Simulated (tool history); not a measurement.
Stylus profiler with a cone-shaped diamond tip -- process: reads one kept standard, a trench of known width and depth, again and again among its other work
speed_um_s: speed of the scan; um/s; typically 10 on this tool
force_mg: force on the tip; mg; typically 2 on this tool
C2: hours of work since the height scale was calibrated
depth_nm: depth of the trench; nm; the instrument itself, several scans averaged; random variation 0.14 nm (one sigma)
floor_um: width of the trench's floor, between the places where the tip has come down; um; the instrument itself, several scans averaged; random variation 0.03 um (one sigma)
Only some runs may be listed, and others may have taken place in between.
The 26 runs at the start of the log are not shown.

run 27 hour=332.5 | speed_um_s=17 force_mg=1.43 | scans_with_this_tip=3704 C2=685 | depth_nm=505.24 floor_um=26.84
run 28 hour=343.2 | speed_um_s=2 force_mg=1.43 | scans_with_this_tip=3743 C2=693 | depth_nm=505.03 floor_um=26.97
run 29 hour=356.8 | speed_um_s=4 force_mg=1.24 | scans_with_this_tip=3793 C2=702 | depth_nm=504.49 floor_um=26.91
run 30 hour=373.9 | speed_um_s=28 force_mg=1.24 | scans_with_this_tip=3856 C2=713 | depth_nm=504.57 floor_um=26.79
run 31 hour=388.4 | speed_um_s=28 force_mg=1.24 | scans_with_this_tip=3910 C2=723 | depth_nm=504.47 floor_um=26.72
run 32 hour=403.7 | speed_um_s=13 force_mg=3.68 | scans_with_this_tip=3966 C2=734 | depth_nm=510.08 floor_um=26.85
run 33 hour=417.7 | speed_um_s=3 force_mg=3.68 | scans_with_this_tip=4018 C2=743 | depth_nm=510.23 floor_um=26.9
run 34 hour=432.6 | speed_um_s=14 force_mg=0.72 | scans_with_this_tip=4073 C2=753 | depth_nm=502.69 floor_um=26.82
run 35 hour=446.8 | speed_um_s=4 force_mg=1.7 | scans_with_this_tip=4125 C2=763 | depth_nm=505.86 floor_um=26.88
run 36 hour=464.6 | speed_um_s=4 force_mg=1.7 | scans_with_this_tip=4190 C2=775 | depth_nm=505.5 floor_um=26.89
run 37 hour=479.7 | speed_um_s=4 force_mg=3.75 | scans_with_this_tip=4246 C2=786 | depth_nm=510.19 floor_um=26.9
run 38 hour=495.7 | speed_um_s=16 force_mg=4.2 | scans_with_this_tip=4305 C2=796 | depth_nm=510.93 floor_um=26.89
run 39 hour=504 | speed_um_s=12 force_mg=2.98 | scans_with_this_tip=4336 C2=802 | depth_nm=508.75 floor_um=26.86
run 40 hour=512.8 | speed_um_s=9 force_mg=2.04 | scans_with_this_tip=4368 C2=808 | depth_nm=506.45 floor_um=26.86
run 41 hour=529.6 | speed_um_s=2 force_mg=3.37 | scans_with_this_tip=4430 C2=820 | depth_nm=509.44 floor_um=26.89
run 42 hour=538.1 | speed_um_s=2 force_mg=3.37 | scans_with_this_tip=4461 C2=825 | depth_nm=509.55 floor_um=26.89
run 43 hour=549 | speed_um_s=2 force_mg=3.37 | scans_with_this_tip=4501 C2=833 | depth_nm=509.01 floor_um=26.87
run 44 hour=565.6 | speed_um_s=5 force_mg=1.82 | scans_with_this_tip=4563 C2=844 | depth_nm=506.07 floor_um=26.88
run 45 hour=578.8 | speed_um_s=10 force_mg=5.82 | scans_with_this_tip=4611 C2=853 | depth_nm=513.98 floor_um=26.87
run 46 hour=591.4 | speed_um_s=5 force_mg=0.75 | scans_with_this_tip=4658 C2=862 | depth_nm=502.82 floor_um=26.85

3 ways to go on from here, each from the tool as it stands after run 46. What would each give?
run A hour=607.3 | speed_um_s=8 force_mg=2 | scans_with_this_tip=4716 C2=873 | depth_nm=? floor_um=?
run B hour=607.3 | speed_um_s=10 force_mg=1.24 | scans_with_this_tip=4716 C2=873 | depth_nm=? floor_um=?
run C hour=607.3 | speed_um_s=5 force_mg=0.99 | scans_with_this_tip=4716 C2=873 | depth_nm=? floor_um=?

run=A depth_nm=506.37 floor_um=26.82
run=B depth_nm=504.62 floor_um=26.81
run=C depth_nm=503.58 floor_um=26.8
Take away the tool's hidden state, keep each run's random variation, and the runs would have read:
run=A depth_nm=507.41 floor_um=27.3
run=B depth_nm=505.66 floor_um=27.28
run=C depth_nm=504.62 floor_um=27.28
